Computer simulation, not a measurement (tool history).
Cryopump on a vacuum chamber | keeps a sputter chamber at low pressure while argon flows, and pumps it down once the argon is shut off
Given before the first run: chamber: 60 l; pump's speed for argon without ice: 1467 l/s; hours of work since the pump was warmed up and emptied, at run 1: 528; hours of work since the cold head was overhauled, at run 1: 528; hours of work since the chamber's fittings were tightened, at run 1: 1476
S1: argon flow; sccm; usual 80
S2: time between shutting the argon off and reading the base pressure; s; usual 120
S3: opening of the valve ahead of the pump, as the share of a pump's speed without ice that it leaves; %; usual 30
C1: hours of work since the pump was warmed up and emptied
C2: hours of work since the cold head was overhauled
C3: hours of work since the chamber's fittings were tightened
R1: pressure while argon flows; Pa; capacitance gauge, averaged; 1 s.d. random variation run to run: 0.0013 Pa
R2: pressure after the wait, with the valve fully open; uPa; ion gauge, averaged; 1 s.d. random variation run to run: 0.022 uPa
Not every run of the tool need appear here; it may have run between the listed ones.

Run 1, hour 0: usual settings; C1 528; C2 528; C3 1476. Result: R1 0.3254 Pa, R2 2.41 uPa.
Run 2, hour 15.6: usual settings; C1 542; C2 542; C3 1490. Result: R1 0.3273 Pa, R2 2.46 uPa.
Run 3, hour 24.1: usual settings; C1 550; C2 550; C3 1498. Result: R1 0.3244 Pa, R2 2.46 uPa.
Run 4, hour 33.6: usual settings; C1 558; C2 558; C3 1506. Result: R1 0.3267 Pa, R2 2.33 uPa.
Run 5, hour 45.6: usual settings; C1 569; C2 569; C3 1517. Result: R1 0.325 Pa, R2 2.37 uPa.
Run 6, hour 55: usual settings; C1 577; C2 577; C3 1525. Result: R1 0.3259 Pa, R2 2.52 uPa.
Run 7, hour 65.2: usual settings; C1 586; C2 586; C3 1534. Result: R1 0.3294 Pa, R2 2.46 uPa.
Run 8, hour 73.6: usual settings; C1 594; C2 594; C3 1542. Result: R1 0.3279 Pa, R2 2.5 uPa.
Run 9, hour 85: usual settings; C1 604; C2 604; C3 1552. Result: R1 0.3251 Pa, R2 2.48 uPa.
Run 10, hour 96.6: usual settings but S2 71 s; C1 614; C2 614; C3 1562. Result: R1 0.3295 Pa, R2 2.83 uPa.
Run 11, hour 105.6: usual settings but S2 71 s; C1 622; C2 622; C3 1570. Result: R1 0.3314 Pa, R2 2.78 uPa.
Run 12, hour 121: usual settings but S2 71 s; C1 636; C2 636; C3 1584. Result: R1 0.3293 Pa, R2 2.81 uPa.
Run 13, hour 137: usual settings but S2 30 s; C1 650; C2 650; C3 1598. Result: R1 0.3297 Pa, R2 3.71 uPa.
At hour 144.4: pump warmed up, emptied and cooled again.
Run 14, hour 151.4: usual settings; C1 6; C2 659; C3 1607. Result: R1 0.3081 Pa, R2 2.22 uPa.
Run 15, hour 158.2: usual settings but S1 35 sccm; C1 12; C2 665; C3 1613. Result: R1 0.1344 Pa, R2 2.25 uPa.
Run 16, hour 164.9: usual settings but S1 35 sccm; C1 18; C2 671; C3 1619. Result: R1 0.1359 Pa, R2 2.23 uPa.
At hour 174.3: leaking fittings of the chamber tightened, without venting.
Run 17, hour 180.3: usual settings but S1 35 sccm; C1 30; C2 683; C3 5. Result: R1 0.1352 Pa, R2 0.62 uPa.
Run 18, hour 195.4: usual settings but S1 137 sccm; C1 44; C2 696; C3 19. Result: R1 0.5292 Pa, R2 0.67 uPa.
Run 19, hour 209.3: usual settings but S2 22 s, S3 50 %; C1 56; C2 708; C3 31. Result: R1 0.1874 Pa, R2 2.5 uPa.
Run 20, hour 219.5: usual settings but S2 22 s, S3 50 %; C1 65; C2 718; C3 40. Result: R1 0.188 Pa, R2 2.43 uPa.

Estimate the outcome of run 21 from the log above:
Run 21, hour 228.3: usual settings but S2 22 s, S3 50 %; C1 73; C2 725; C3 48. Result: R1 ?, R2 ?.

{"run 21": {"R1": 0.1871, "R2": 2.47}}
With no hidden state in the tool, this same run would have given R1 0.184 Pa, R2 2.4 uPa.
